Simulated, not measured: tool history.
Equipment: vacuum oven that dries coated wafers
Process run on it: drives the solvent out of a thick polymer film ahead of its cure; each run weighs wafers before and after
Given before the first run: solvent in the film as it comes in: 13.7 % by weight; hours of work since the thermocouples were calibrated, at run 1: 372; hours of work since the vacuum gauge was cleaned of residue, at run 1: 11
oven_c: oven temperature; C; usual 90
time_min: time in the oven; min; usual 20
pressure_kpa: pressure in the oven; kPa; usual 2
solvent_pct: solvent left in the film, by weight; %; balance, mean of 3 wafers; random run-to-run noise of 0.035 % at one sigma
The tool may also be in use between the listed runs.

| run | hour | oven_c | time_min | pressure_kpa | hours of work since the thermocouples were calibrated | hours of work since the vacuum gauge was cleaned of residue | solvent_pct |
|---|---|---|---|---|---|---|---|
| 1 | 0 | 90 | 20 | 2 | 372 | 11 | 3.96 |
| 2 | 67.3 | 90 | 20 | 2 | 403 | 43 | 3.99 |
| 3 | 98.7 | 90 | 20 | 2 | 418 | 58 | 3.95 |
| 4 | 164.4 | 90 | 20 | 2 | 449 | 88 | 3.98 |
| 5 | 205.8 | 90 | 20 | 2 | 468 | 108 | 4.04 |
| 6 | 252 | 90 | 20 | 2 | 489 | 129 | 3.98 |
| 7 | 305.6 | 103 | 31 | 1.51 | 514 | 154 | 0.81 |
| 8 | 349.4 | 103 | 31 | 1.51 | 535 | 175 | 0.8 |
| 9 | 417.3 | 96 | 20 | 7.41 | 567 | 206 | 4.94 |
| 10 | 482.2 | 96 | 20 | 7.41 | 597 | 237 | 4.83 |
| 11 | 555.4 | 96 | 20 | 7.41 | 631 | 271 | 4.88 |
| 12 | 623 | 96 | 20 | 7.41 | 663 | 303 | 4.88 |

Selected run-to-run steps in solvent_pct, each split into two signed amounts: the part the tool would show with no hidden state at all (from settings, incoming material and random variation), and the remainder, which goes to the hidden state together with any gauge scatter not common to the measured and the hidden-state-free results:
The hidden state here: true wafer temperature over the reading, C; true pressure over the reading, kPa; drift of the gauge itself on solvent_pct, %.
Run 8 -> 9: oven_c 103 -> 96, time_min 31 -> 20, pressure_kpa 1.51 -> 7.41. solvent_pct +4.14 %: hidden state -0.1, all else +4.24.
